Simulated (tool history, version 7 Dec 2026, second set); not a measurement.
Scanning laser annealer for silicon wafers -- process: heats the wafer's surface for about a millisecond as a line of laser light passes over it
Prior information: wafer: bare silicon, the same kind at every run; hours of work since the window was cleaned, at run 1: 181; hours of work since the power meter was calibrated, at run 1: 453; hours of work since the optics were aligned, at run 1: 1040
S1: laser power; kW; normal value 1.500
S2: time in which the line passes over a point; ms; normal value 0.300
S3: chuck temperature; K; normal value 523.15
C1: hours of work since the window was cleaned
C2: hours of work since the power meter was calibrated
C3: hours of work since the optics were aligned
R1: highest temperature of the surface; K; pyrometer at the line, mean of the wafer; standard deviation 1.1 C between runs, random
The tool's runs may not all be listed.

run,hour,S1,S2,S3,C1,C2,C3,R1
1,0.0,1.500,0.300,523.15,181,453,1040,1245.15
2,31.1,1.500,0.300,523.15,195,467,1053,1244.15
3,59.5,1.500,0.300,523.15,207,479,1066,1245.15
4,84.4,1.500,0.300,549.15,218,490,1077,1271.15
5,110.9,1.500,0.300,549.15,230,501,1088,1273.15
6,147.9,1.500,0.300,549.15,246,518,1104,1271.15
7,164.0,1.500,0.300,549.15,253,525,1111,1271.15
8,195.2,1.500,0.300,549.15,266,538,1125,1270.15
9,231.3,1.322,0.300,523.15,282,554,1141,1157.15
# hour 251.7: optics aligned, line set to its width
10,264.2,1.322,0.300,523.15,294,566,5,1161.15
11,284.2,1.322,0.300,523.15,303,575,14,1159.15
12,305.1,1.322,0.300,523.15,312,584,23,1158.15
13,327.7,1.322,0.300,501.15,322,594,33,1138.15
14,348.8,1.500,0.300,523.15,331,603,42,1246.15
15,367.1,1.500,0.300,523.15,339,611,50,1244.15
16,400.3,1.500,0.300,523.15,354,626,65,1244.15
17,426.4,1.500,0.300,523.15,365,637,76,1248.15
18,458.9,1.500,0.300,523.15,379,651,90,1245.15
19,486.7,1.500,0.248,523.15,391,663,103,1185.15
20,512.6,1.500,0.300,523.15,403,675,114,1245.15
21,544.5,1.500,0.245,523.15,417,688,128,1184.15
22,571.0,1.500,0.245,523.15,428,700,139,1186.15
23,608.6,1.284,0.213,521.15,445,716,156,1052.15
24,645.8,1.284,0.213,521.15,461,733,172,1053.15
25,663.7,1.284,0.213,521.15,469,741,180,1054.15
26,689.3,1.284,0.213,521.15,480,752,191,1054.15
27,723.5,1.639,0.328,525.15,495,767,206,1343.15
28,752.8,1.487,0.262,503.15,508,779,219,1178.15
29,782.3,1.487,0.262,503.15,521,792,232,1179.15
# hour 791.3: window over the wafer cleaned
30,816.1,1.374,0.300,488.15,11,806,246,1149.15
31,854.2,1.344,0.300,525.15,27,823,262,1171.15
32,875.6,1.567,0.275,554.15,37,832,272,1281.15
33,896.9,1.345,0.219,552.15,46,841,281,1116.15
34,932.7,1.345,0.219,552.15,62,857,296,1117.15
35,952.3,1.581,0.356,542.15,70,866,305,1359.15
36,971.3,1.581,0.356,542.15,79,874,313,1361.15
37,999.0,1.445,0.298,529.15,91,886,325,1222.15
38,1026.9,1.500,0.262,524.15,103,898,338,1203.15
39,1044.9,1.500,0.262,524.15,111,906,345,1203.15
40,1080.7,1.500,0.262,524.15,126,922,361,1204.15
41,1096.7,1.500,0.262,524.15,133,929,368,1206.15
42,1124.6,1.500,0.262,524.15,146,941,380,1206.15

Alternative continuations, all from the tool just after run 42; predict every row:
A,1155.2,1.500,0.304,517.15,159,954,394,?
B,1155.2,1.500,0.334,559.15,159,954,394,?
C,1155.2,1.568,0.292,494.15,159,954,394,?

run,R1
A,1245.15
B,1315.15
C,1240.15
Without the tool's unlogged condition, the same runs would have read:
run,R1
A,1245.15
B,1315.15
C,1240.15

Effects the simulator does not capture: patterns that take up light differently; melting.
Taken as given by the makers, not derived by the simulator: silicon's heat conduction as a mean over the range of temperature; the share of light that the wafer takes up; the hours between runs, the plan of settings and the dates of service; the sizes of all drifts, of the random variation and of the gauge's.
